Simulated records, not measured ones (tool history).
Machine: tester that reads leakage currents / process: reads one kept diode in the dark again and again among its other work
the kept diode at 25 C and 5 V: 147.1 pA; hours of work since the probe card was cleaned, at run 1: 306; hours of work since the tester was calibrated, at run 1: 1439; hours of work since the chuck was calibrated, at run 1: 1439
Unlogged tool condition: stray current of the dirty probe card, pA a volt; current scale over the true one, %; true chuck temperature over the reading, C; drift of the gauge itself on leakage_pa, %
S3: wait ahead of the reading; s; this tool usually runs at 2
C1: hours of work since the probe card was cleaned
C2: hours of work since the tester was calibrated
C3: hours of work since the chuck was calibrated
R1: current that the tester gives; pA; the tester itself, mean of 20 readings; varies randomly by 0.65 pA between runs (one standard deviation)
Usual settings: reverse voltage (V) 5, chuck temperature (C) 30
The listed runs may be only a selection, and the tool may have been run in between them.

{"run": 1, "hour": 0.0, "reverse voltage (V)": 5, "chuck temperature (C)": 30, "S3": 2, "C1": 306, "C2": 1439, "C3": 1439, "R1": 190.22}
{"run": 2, "hour": 99.7, "reverse voltage (V)": 5, "chuck temperature (C)": 30, "S3": 0.62, "C1": 372, "C2": 1505, "C3": 1505, "R1": 190.83}
{"hour": 183.8, "done": "chuck's temperature calibrated"}
{"run": 3, "hour": 266.0, "reverse voltage (V)": 7, "chuck temperature (C)": 30, "S3": 0.62, "C1": 480, "C2": 1614, "C3": 54, "R1": 244.59}
{"run": 4, "hour": 367.2, "reverse voltage (V)": 3.11, "chuck temperature (C)": 30, "S3": 2, "C1": 547, "C2": 1681, "C3": 121, "R1": 180.99}
{"run": 5, "hour": 479.3, "reverse voltage (V)": 6.32, "chuck temperature (C)": 30, "S3": 2, "C1": 621, "C2": 1755, "C3": 196, "R1": 230.2}
{"run": 6, "hour": 697.9, "reverse voltage (V)": 5, "chuck temperature (C)": 30, "S3": 2, "C1": 766, "C2": 1899, "C3": 340, "R1": 209.27}
{"run": 7, "hour": 848.4, "reverse voltage (V)": 14.35, "chuck temperature (C)": 30, "S3": 2, "C1": 866, "C2": 1999, "C3": 440, "R1": 300.31}
{"run": 8, "hour": 952.8, "reverse voltage (V)": 5, "chuck temperature (C)": 30, "S3": 1.03, "C1": 935, "C2": 2068, "C3": 509, "R1": 206.59}
{"run": 9, "hour": 1176.6, "reverse voltage (V)": 5, "chuck temperature (C)": 30, "S3": 1.03, "C1": 1083, "C2": 2216, "C3": 657, "R1": 204.77}
{"run": 10, "hour": 1408.5, "reverse voltage (V)": 3.06, "chuck temperature (C)": 31, "S3": 0.73, "C1": 1236, "C2": 2370, "C3": 810, "R1": 184.17}
{"run": 11, "hour": 1550.6, "reverse voltage (V)": 11.85, "chuck temperature (C)": 53, "S3": 2, "C1": 1330, "C2": 2463, "C3": 904, "R1": 1336.46}

What if the next run were any one of these 5? Each begins from the tool's condition after run 11:
{"run": "A", "hour": 1692.4, "reverse voltage (V)": 1.44, "chuck temperature (C)": 22, "S3": 2, "C1": 1424, "C2": 2557, "C3": 998, "R1": "?"}
{"run": "B", "hour": 1692.4, "reverse voltage (V)": 7.87, "chuck temperature (C)": 53, "S3": 1.34, "C1": 1424, "C2": 2557, "C3": 998, "R1": "?"}
{"run": "C", "hour": 1692.4, "reverse voltage (V)": 11.85, "chuck temperature (C)": 53, "S3": 2.81, "C1": 1424, "C2": 2557, "C3": 998, "R1": "?"}
{"run": "D", "hour": 1692.4, "reverse voltage (V)": 3.09, "chuck temperature (C)": 46, "S3": 0.41, "C1": 1424, "C2": 2557, "C3": 998, "R1": "?"}
{"run": "E", "hour": 1692.4, "reverse voltage (V)": 1.59, "chuck temperature (C)": 44, "S3": 6.41, "C1": 1424, "C2": 2557, "C3": 998, "R1": "?"}

run=A R1=69.94
run=B R1=1155.13
run=C R1=1328.2
run=D R1=527.83
run=E R1=364.16
Without the tool's hidden state the same runs would have given:
run=A R1=76.83
run=B R1=1251.96
run=C R1=1439.04
run=D R1=573.9
run=E R1=396.59

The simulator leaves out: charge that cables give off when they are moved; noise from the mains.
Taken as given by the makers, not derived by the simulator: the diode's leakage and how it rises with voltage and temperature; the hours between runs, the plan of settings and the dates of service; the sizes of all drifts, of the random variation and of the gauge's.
